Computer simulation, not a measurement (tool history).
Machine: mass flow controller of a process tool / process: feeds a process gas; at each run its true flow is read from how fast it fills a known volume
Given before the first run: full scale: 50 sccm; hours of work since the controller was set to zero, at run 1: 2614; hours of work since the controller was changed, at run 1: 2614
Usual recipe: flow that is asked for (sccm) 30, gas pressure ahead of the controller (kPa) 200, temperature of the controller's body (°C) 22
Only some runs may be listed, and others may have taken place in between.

| run | hour | flow that is asked for (sccm) | gas pressure ahead of the controller (kPa) | temperature of the controller's body (°C) | hours of work since the controller was set to zero | hours of work since the controller was changed | true flow (%) |
|---|---|---|---|---|---|---|---|
| 1 | 0 | 30 | 200 | 22 | 2614 | 2614 | 99.08 |
| 2 | 69 | 30 | 158 | 22 | 2668 | 2668 | 99.11 |
| 3 | 105.9 | 30 | 158 | 22 | 2696 | 2696 | 99.17 |
| 4 | 154 | 30 | 158 | 22 | 2733 | 2733 | 99.22 |
| 5 | 230 | 30 | 158 | 22 | 2792 | 2792 | 99.32 |
| 6 | 299.4 | 30 | 200 | 38 | 2845 | 2845 | 100.72 |
| 7 | 370.4 | 30 | 200 | 38 | 2900 | 2900 | 100.76 |
| 8 | 427.5 | 11 | 200 | 22 | 2944 | 2944 | 98.87 |
| 9 | 496.2 | 11 | 200 | 22 | 2997 | 2997 | 99 |
| 10 | 571.6 | 11 | 200 | 22 | 3055 | 3055 | 99.12 |
| 11 | 655.2 | 11 | 200 | 22 | 3119 | 3119 | 99.11 |
| 12 | 702.4 | 30 | 200 | 22 | 3156 | 3156 | 99.59 |
| 13 | 762.4 | 30 | 259 | 22 | 3202 | 3202 | 100.05 |
| 14 | 798.7 | 30 | 259 | 22 | 3230 | 3230 | 100.09 |
| 15 | 851.6 | 30 | 200 | 22 | 3271 | 3271 | 99.94 |
| 16 | 902.9 | 30 | 200 | 30 | 3310 | 3310 | 100.67 |
| 17 | 943.3 | 30 | 200 | 35 | 3341 | 3341 | 101.13 |
| 18 | 994.4 | 30 | 202 | 35 | 3381 | 3381 | 101.16 |
| 19 | 1069.7 | 30 | 200 | 22 | 3439 | 3439 | 100.08 |
| 20 | 1137.7 | 30 | 200 | 22 | 3491 | 3491 | 100.24 |
| 21 | 1184.5 | 30 | 200 | 22 | 3527 | 3527 | 100.22 |
| 22 | 1255.1 | 30 | 200 | 22 | 3581 | 3581 | 100.17 |
| 23 | 1300.5 | 30 | 200 | 22 | 3616 | 3616 | 100.24 |
| 24 | 1355.6 | 14 | 214 | 22 | 3659 | 3659 | 99.75 |
| 25 | 1420.1 | 18 | 245 | 33 | 3708 | 3708 | 101.15 |
| 26 | 1475.9 | 18 | 170 | 21 | 3751 | 3751 | 100.09 |
| 27 | 1549.9 | 18 | 170 | 21 | 3808 | 3808 | 100.02 |
| 28 | 1616.1 | 8 | 173 | 34 | 3859 | 3859 | 100.82 |
| 29 | 1674 | 30 | 148 | 32 | 3904 | 3904 | 101.37 |
| 30 | 1739.7 | 30 | 148 | 32 | 3955 | 3955 | 101.43 |
| 31 | 1780.9 | 30 | 148 | 32 | 3986 | 3986 | 101.55 |
| 32 | 1819.9 | 7 | 152 | 38 | 4016 | 4016 | 101.26 |
| 33 | 1903.1 | 13 | 271 | 39 | 4080 | 4080 | 101.88 |
| 34 | 1979 | 13 | 271 | 39 | 4139 | 4139 | 101.89 |
| 35 | 2054.8 | 30 | 165 | 24 | 4197 | 4197 | 101.22 |
| 36 | 2108.9 | 36 | 186 | 34 | 4239 | 4239 | 102.15 |
|  | 2165.1 | gauge calibrated |
| 37 | 2168.6 | 30 | 181 | 23 | 4285 | 4285 | 99.15 |
| 38 | 2249.2 | 30 | 147 | 32 | 4347 | 4347 | 99.93 |
| 39 | 2313.2 | 5 | 204 | 28 | 4396 | 4396 | 99.02 |
| 40 | 2350 | 30 | 200 | 23 | 4425 | 4425 | 99.35 |
| 41 | 2433.1 | 26 | 148 | 22 | 4489 | 4489 | 99.21 |
| 42 | 2491.8 | 26 | 148 | 22 | 4534 | 4534 | 99.24 |
| 43 | 2558.2 | 5 | 162 | 23 | 4585 | 4585 | 98.8 |
| 44 | 2595 | 14 | 149 | 22 | 4614 | 4614 | 99.07 |
| 45 | 2649.5 | 37 | 181 | 21 | 4656 | 4656 | 99.64 |

How would selected steps in true flow (%) from run to run divide? Give the signed amount a tool lacking its hidden state would still show from settings, what came in and random variation, and the signed amount left for the hidden state, including any gauge scatter that is not in both of the compared results.
The hidden state here: flow at rest that the sensor doesn't see, % of full scale; true flow over the shown one, %; drift of the gauge itself on true_pct, %.
Run 5 -> 6: gas pressure ahead of the controller (kPa) 158 -> 200, temperature of the controller's body (°C) 22 -> 38. true flow (%) +1.4: hidden state +0.08, all else +1.32.
Run 7 -> 8: flow that is asked for (sccm) 30 -> 11, temperature of the controller's body (°C) 38 -> 22. true flow (%) -1.89: hidden state +0.04, all else -1.93.
Run 32 -> 33: flow that is asked for (sccm) 7 -> 13, gas pressure ahead of the controller (kPa) 152 -> 271, temperature of the controller's body (°C) 38 -> 39. true flow (%) +0.62: hidden state +0.09, all else +0.53.
Run 36 -> 37: flow that is asked for (sccm) 36 -> 30, gas pressure ahead of the controller (kPa) 186 -> 181, temperature of the controller's body (°C) 34 -> 23, gauge calibrated. true flow (%) -3: hidden state -1.96, all else -1.04.

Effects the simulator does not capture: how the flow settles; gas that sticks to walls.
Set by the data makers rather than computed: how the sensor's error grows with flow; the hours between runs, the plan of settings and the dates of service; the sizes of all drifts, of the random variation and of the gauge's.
